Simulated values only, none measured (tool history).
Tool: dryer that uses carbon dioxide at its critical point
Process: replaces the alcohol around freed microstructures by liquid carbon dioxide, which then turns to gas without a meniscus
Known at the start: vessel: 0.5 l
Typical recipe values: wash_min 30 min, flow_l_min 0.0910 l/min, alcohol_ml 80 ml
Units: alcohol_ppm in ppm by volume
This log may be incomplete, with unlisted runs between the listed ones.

run   hour  wash_min  flow_l_min  alcohol_ml  alcohol_ppm
  1    0.0        30      0.0910          80         4984
  2    6.2        30      0.0910          80         4899
  3   16.7        30      0.0910          80         5006
  4   23.3        30      0.0910          80         4941
  5   30.5        30      0.0910          80         5073
  6   38.0        30      0.0910          80         5087
  7   49.7        30      0.0910          80         5125
  8   56.5        30      0.0910          80         5100
  9   66.8        30      0.0910          80         5268
 10   74.2        30      0.0910          80         5204
      79.3  -- inlet filter changed
 11   87.8        30      0.0910          80         3500
 12   94.0        30      0.0910          80         3431
 13  106.8        30      0.0910          80         3536
 14  119.6        29      0.0910         116         5848
 15  126.7        43      0.0552         116         9277
 16  133.7        43      0.1170          22          123
 17  146.2        24      0.0888          90         9003
 18  156.9        30      0.0910          22         1068
 19  165.8        21      0.0703          42        11862
 20  178.6        26      0.0910         118         8798
 21  184.4        26      0.0910         118         9187
 22  190.1        30      0.1473          67          331
 23  202.2        40      0.1473          29          102
 24  213.8        18      0.0632          78        33231
 25  221.8        24      0.0632          71        18491

Branching from run 25: 4 alternative next runs. What would each branch give?
  A  233.9        41      0.0910          80            ?
  B  233.9        24      0.1154          41            ?
  C  233.9        24      0.0662          71            ?
  D  233.9        22      0.1372          71            ?

run  alcohol_ppm
  A         1067
  B         1824
  C        16593
  D         2091
With the hidden condition removed and each run's random variation left untouched, the same runs would have given:
run  alcohol_ppm
  A          818
  B         1521
  C        15376
  D         1733

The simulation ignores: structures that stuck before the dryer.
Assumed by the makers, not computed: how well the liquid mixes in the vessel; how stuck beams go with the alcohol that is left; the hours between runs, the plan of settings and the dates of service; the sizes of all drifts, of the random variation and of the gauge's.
